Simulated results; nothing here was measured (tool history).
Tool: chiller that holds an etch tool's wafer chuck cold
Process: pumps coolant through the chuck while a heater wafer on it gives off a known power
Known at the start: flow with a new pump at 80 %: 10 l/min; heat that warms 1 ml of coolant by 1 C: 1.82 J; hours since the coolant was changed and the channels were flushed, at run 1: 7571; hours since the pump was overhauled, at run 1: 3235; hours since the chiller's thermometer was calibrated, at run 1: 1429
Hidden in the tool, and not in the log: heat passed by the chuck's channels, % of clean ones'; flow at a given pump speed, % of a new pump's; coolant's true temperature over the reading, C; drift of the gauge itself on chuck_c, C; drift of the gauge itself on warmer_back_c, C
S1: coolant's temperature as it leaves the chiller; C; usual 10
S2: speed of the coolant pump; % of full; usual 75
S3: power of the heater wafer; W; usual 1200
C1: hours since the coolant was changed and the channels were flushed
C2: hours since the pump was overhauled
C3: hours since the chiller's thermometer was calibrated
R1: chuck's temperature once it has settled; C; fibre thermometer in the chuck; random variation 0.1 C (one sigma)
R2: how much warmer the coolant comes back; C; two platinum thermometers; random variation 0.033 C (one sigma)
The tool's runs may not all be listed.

run 1 hour=0.0 | S1=10 S2=75 S3=1200 | C1=7571 C2=3235 C3=1429 | R1=25.5 R2=4.38
run 2 hour=147.2 | S1=10 S2=75 S3=1200 | C1=7719 C2=3382 C3=1576 | R1=25.6 R2=4.40
run 3 hour=261.0 | S1=10 S2=75 S3=1200 | C1=7832 C2=3496 C3=1690 | R1=25.6 R2=4.41
run 4 hour=429.0 | S1=10 S2=75 S3=1200 | C1=8000 C2=3664 C3=1858 | R1=25.5 R2=4.43
run 5 hour=535.2 | S1=10 S2=75 S3=1200 | C1=8107 C2=3770 C3=1964 | R1=25.8 R2=4.37
run 6 hour=698.7 | S1=10 S2=75 S3=1200 | C1=8270 C2=3933 C3=2127 | R1=25.8 R2=4.39
run 7 hour=780.3 | S1=10 S2=75 S3=1200 | C1=8352 C2=4015 C3=2209 | R1=25.8 R2=4.41
run 8 hour=878.2 | S1=10 S2=94 S3=1200 | C1=8450 C2=4113 C3=2307 | R1=24.1 R2=3.42
run 9 hour=1011.5 | S1=10 S2=94 S3=1200 | C1=8583 C2=4246 C3=2440 | R1=24.2 R2=3.42
-- hour=1027.0 coolant changed, channels flushed
run 10 hour=1158.8 | S1=10 S2=66 S3=1200 | C1=132 C2=4387 C3=2581 | R1=25.5 R2=5.07
run 11 hour=1310.4 | S1=9 S2=75 S3=1200 | C1=283 C2=4539 C3=2733 | R1=23.8 R2=4.42
run 12 hour=1471.5 | S1=10 S2=75 S3=1315 | C1=445 C2=4700 C3=2894 | R1=26.0 R2=4.89
run 13 hour=1563.9 | S1=10 S2=75 S3=1315 | C1=537 C2=4792 C3=2987 | R1=26.0 R2=4.88
run 14 hour=1645.4 | S1=10 S2=89 S3=1315 | C1=618 C2=4874 C3=3068 | R1=24.6 R2=4.05
run 15 hour=1724.4 | S1=10 S2=75 S3=1365 | C1=697 C2=4953 C3=3147 | R1=26.7 R2=5.06
run 16 hour=1888.9 | S1=10 S2=75 S3=1365 | C1=862 C2=5117 C3=3312 | R1=26.8 R2=5.12
run 17 hour=1970.7 | S1=10 S2=63 S3=1200 | C1=944 C2=5199 C3=3393 | R1=26.3 R2=5.39
run 18 hour=2050.6 | S1=10 S2=63 S3=1200 | C1=1024 C2=5279 C3=3473 | R1=26.3 R2=5.36
run 19 hour=2161.9 | S1=0 S2=88 S3=1597 | C1=1135 C2=5390 C3=3585 | R1=18.0 R2=5.04
-- hour=2186.4 chiller's thermometer calibrated
run 20 hour=2319.2 | S1=0 S2=88 S3=1597 | C1=1291 C2=5547 C3=133 | R1=17.7 R2=5.02
run 21 hour=2419.8 | S1=0 S2=88 S3=1597 | C1=1392 C2=5647 C3=233 | R1=17.5 R2=4.99
run 22 hour=2500.2 | S1=11 S2=85 S3=1597 | C1=1472 C2=5728 C3=314 | R1=28.8 R2=5.16
run 23 hour=2637.8 | S1=18 S2=85 S3=1127 | C1=1610 C2=5865 C3=451 | R1=30.9 R2=3.70
run 24 hour=2760.6 | S1=16 S2=72 S3=1639 | C1=1733 C2=5988 C3=574 | R1=36.3 R2=6.36
run 25 hour=2840.2 | S1=10 S2=92 S3=1411 | C1=1812 C2=6068 C3=654 | R1=25.3 R2=4.26
run 26 hour=2988.4 | S1=2 S2=94 S3=1411 | C1=1960 C2=6216 C3=802 | R1=17.2 R2=4.09
run 27 hour=3079.5 | S1=20 S2=76 S3=1138 | C1=2052 C2=6307 C3=893 | R1=33.8 R2=4.21
run 28 hour=3178.2 | S1=20 S2=76 S3=1138 | C1=2150 C2=6406 C3=992 | R1=33.8 R2=4.22
run 29 hour=3292.1 | S1=10 S2=88 S3=941 | C1=2264 C2=6520 C3=1106 | R1=20.5 R2=2.95
run 30 hour=3433.7 | S1=11 S2=72 S3=1292 | C1=2406 C2=6661 C3=1247 | R1=27.2 R2=5.08
run 31 hour=3556.7 | S1=11 S2=72 S3=1292 | C1=2529 C2=6784 C3=1370 | R1=27.3 R2=5.06
run 32 hour=3628.8 | S1=11 S2=72 S3=1292 | C1=2601 C2=6856 C3=1442 | R1=27.3 R2=5.15

Forecast each of these 4 alternatives for the next run:
run A hour=3794.1 | S1=10 S2=73 S3=1200 | C1=2766 C2=7022 C3=1608 | R1=? R2=?
run B hour=3794.1 | S1=8 S2=64 S3=693 | C1=2766 C2=7022 C3=1608 | R1=? R2=?
run C hour=3794.1 | S1=18 S2=75 S3=1200 | C1=2766 C2=7022 C3=1608 | R1=? R2=?
run D hour=3794.1 | S1=17 S2=72 S3=697 | C1=2766 C2=7022 C3=1608 | R1=? R2=?

run=A R1=25.2 R2=4.68
run=B R1=17.4 R2=3.11
run=C R1=33.0 R2=4.47
run=D R1=26.1 R2=2.75
Without the tool's hidden state the same runs would have given:
run=A R1=24.0 R2=4.37
run=B R1=16.6 R2=2.91
run=C R1=31.9 R2=4.17
run=D R1=25.3 R2=2.57

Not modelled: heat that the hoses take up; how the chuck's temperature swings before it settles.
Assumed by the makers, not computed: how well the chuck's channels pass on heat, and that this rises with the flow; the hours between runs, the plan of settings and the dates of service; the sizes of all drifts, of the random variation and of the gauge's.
